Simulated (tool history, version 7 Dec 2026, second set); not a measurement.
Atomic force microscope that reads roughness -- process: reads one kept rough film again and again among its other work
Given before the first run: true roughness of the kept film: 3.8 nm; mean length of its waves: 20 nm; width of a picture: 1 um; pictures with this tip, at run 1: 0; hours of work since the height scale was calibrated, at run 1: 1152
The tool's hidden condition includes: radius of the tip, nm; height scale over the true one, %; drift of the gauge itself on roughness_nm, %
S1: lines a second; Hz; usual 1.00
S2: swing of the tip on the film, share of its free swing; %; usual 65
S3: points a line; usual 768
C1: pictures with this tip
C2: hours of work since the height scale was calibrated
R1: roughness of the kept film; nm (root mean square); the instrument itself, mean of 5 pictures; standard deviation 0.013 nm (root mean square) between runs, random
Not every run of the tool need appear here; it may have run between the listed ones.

| run | hour | S1 | S2 | S3 | C1 | C2 | R1 |
|---|---|---|---|---|---|---|---|
| 1 | 0.0 | 1.00 | 65 | 768 | 0 | 1152 | 3.063 |
| 2 | 39.5 | 1.00 | 65 | 768 | 49 | 1183 | 2.687 |
|  | 65.9 | new tip fitted |
| 3 | 68.7 | 1.00 | 65 | 768 | 4 | 1206 | 3.049 |
| 4 | 126.5 | 1.00 | 65 | 768 | 76 | 1252 | 2.553 |
|  | 131.0 | new tip fitted |
| 5 | 157.1 | 1.00 | 65 | 768 | 32 | 1275 | 2.855 |
|  | 196.7 | new tip fitted |
| 6 | 200.3 | 1.00 | 65 | 768 | 4 | 1309 | 3.009 |
| 7 | 231.4 | 1.00 | 65 | 768 | 43 | 1334 | 2.733 |
|  | 263.1 | new tip fitted |
| 8 | 263.6 | 1.00 | 65 | 768 | 0 | 1359 | 3.060 |
| 9 | 324.0 | 1.00 | 65 | 768 | 75 | 1407 | 2.536 |
|  | 330.2 | new tip fitted |
| 10 | 386.3 | 1.00 | 65 | 768 | 70 | 1456 | 2.558 |
|  | 399.2 | new tip fitted |
| 11 | 428.3 | 1.00 | 80 | 768 | 36 | 1488 | 2.683 |
|  | 465.2 | new tip fitted |
| 12 | 481.6 | 1.00 | 80 | 768 | 20 | 1530 | 2.760 |
| 13 | 526.9 | 1.00 | 80 | 768 | 76 | 1566 | 2.407 |
|  | 531.7 | new tip fitted |
| 14 | 571.6 | 1.00 | 80 | 768 | 49 | 1601 | 2.572 |
|  | 598.3 | new tip fitted |
| 15 | 622.7 | 1.00 | 80 | 768 | 30 | 1641 | 2.718 |
|  | 663.8 | new tip fitted |
| 16 | 668.9 | 1.00 | 80 | 768 | 6 | 1677 | 2.896 |
| 17 | 699.1 | 1.00 | 81 | 768 | 43 | 1701 | 2.630 |
|  | 730.0 | new tip fitted |
| 18 | 740.8 | 1.00 | 81 | 768 | 13 | 1733 | 2.836 |
| 19 | 777.9 | 1.00 | 65 | 768 | 60 | 1763 | 2.653 |
|  | 798.2 | new tip fitted |
| 20 | 805.3 | 1.00 | 65 | 768 | 9 | 1784 | 2.997 |
|  | 864.7 | new tip fitted |
| 21 | 867.5 | 1.00 | 65 | 768 | 4 | 1833 | 3.068 |
| 22 | 913.3 | 1.00 | 65 | 768 | 61 | 1869 | 2.649 |
|  | 930.6 | new tip fitted |
| 23 | 974.1 | 1.00 | 65 | 768 | 54 | 1917 | 2.662 |
|  | 998.1 | new tip fitted |
| 24 | 1015.8 | 1.00 | 65 | 768 | 22 | 1949 | 2.905 |
| 25 | 1054.9 | 1.00 | 65 | 768 | 70 | 1980 | 2.583 |
|  | 1065.2 | new tip fitted |
| 26 | 1103.0 | 0.99 | 60 | 1002 | 47 | 2018 | 2.763 |
|  | 1130.7 | new tip fitted |
| 27 | 1136.9 | 0.99 | 75 | 1002 | 8 | 2044 | 2.912 |
|  | 1151.8 | height scale calibrated on a step standard |
| 28 | 1178.4 | 1.51 | 60 | 1002 | 58 | 21 | 2.621 |
|  | 1197.9 | new tip fitted |
| 29 | 1208.1 | 0.78 | 60 | 398 | 12 | 44 | 2.956 |
|  | 1263.8 | new tip fitted |
| 30 | 1266.6 | 0.78 | 60 | 398 | 3 | 90 | 3.057 |
| 31 | 1307.2 | 1.00 | 81 | 768 | 54 | 122 | 2.567 |
|  | 1331.5 | new tip fitted |
| 32 | 1340.1 | 1.00 | 81 | 768 | 11 | 148 | 2.813 |
| 33 | 1379.7 | 1.91 | 65 | 731 | 60 | 179 | 2.554 |
|  | 1402.1 | new tip fitted |
| 34 | 1410.6 | 0.90 | 55 | 402 | 11 | 203 | 2.988 |
| 35 | 1444.0 | 0.90 | 55 | 402 | 52 | 230 | 2.687 |
|  | 1470.1 | new tip fitted |
| 36 | 1472.2 | 1.00 | 61 | 847 | 3 | 251 | 3.046 |
| 37 | 1500.1 | 0.81 | 71 | 847 | 37 | 273 | 2.774 |
|  | 1538.2 | new tip fitted |
| 38 | 1553.8 | 1.26 | 65 | 768 | 19 | 316 | 2.887 |
| 39 | 1599.2 | 0.97 | 62 | 514 | 76 | 351 | 2.545 |
|  | 1607.8 | new tip fitted |
| 40 | 1642.5 | 3.30 | 83 | 633 | 43 | 385 | 2.107 |
|  | 1673.2 | new tip fitted |
| 41 | 1673.2 | 0.67 | 72 | 409 | 0 | 409 | 2.993 |
| 42 | 1734.9 | 1.00 | 65 | 756 | 76 | 458 | 2.543 |
|  | 1742.8 | new tip fitted |
| 43 | 1763.4 | 1.00 | 65 | 756 | 26 | 480 | 2.836 |
|  | 1810.9 | new tip fitted |
| 44 | 1811.9 | 1.00 | 65 | 756 | 2 | 518 | 3.060 |
| 45 | 1840.0 | 0.65 | 64 | 411 | 36 | 540 | 2.773 |
|  | 1878.3 | new tip fitted |
| 46 | 1901.5 | 1.00 | 69 | 768 | 29 | 589 | 2.821 |
| 47 | 1938.5 | 1.00 | 69 | 768 | 75 | 618 | 2.557 |
|  | 1944.1 | new tip fitted |
| 48 | 1983.1 | 1.00 | 69 | 768 | 48 | 653 | 2.710 |
|  | 2013.0 | new tip fitted |
| 49 | 2024.7 | 0.81 | 68 | 1015 | 15 | 685 | 2.897 |
| 50 | 2053.7 | 2.49 | 68 | 329 | 51 | 708 | 2.441 |

Forecast each of these 5 alternatives for the next run:
|  | 2079.1 | new tip fitted |
| A | 2091.8 | 0.60 | 76 | 768 | 16 | 738 | ? |
|  | 2079.1 | new tip fitted |
| B | 2091.8 | 2.49 | 68 | 575 | 16 | 738 | ? |
|  | 2079.1 | new tip fitted |
| C | 2091.8 | 0.77 | 72 | 307 | 16 | 738 | ? |
|  | 2079.1 | new tip fitted |
| D | 2091.8 | 1.00 | 65 | 951 | 16 | 738 | ? |
|  | 2079.1 | new tip fitted |
| E | 2091.8 | 1.39 | 81 | 575 | 16 | 738 | ? |

| run | R1 |
|---|---|
| A | 2.943 |
| B | 2.747 |
| C | 2.890 |
| D | 2.963 |
| E | 2.705 |
Stripped of hidden state, with their random variation kept, the same runs would have yielded:
| run | R1 |
|---|---|
| A | 3.057 |
| B | 2.853 |
| C | 3.002 |
| D | 3.078 |
| E | 2.810 |

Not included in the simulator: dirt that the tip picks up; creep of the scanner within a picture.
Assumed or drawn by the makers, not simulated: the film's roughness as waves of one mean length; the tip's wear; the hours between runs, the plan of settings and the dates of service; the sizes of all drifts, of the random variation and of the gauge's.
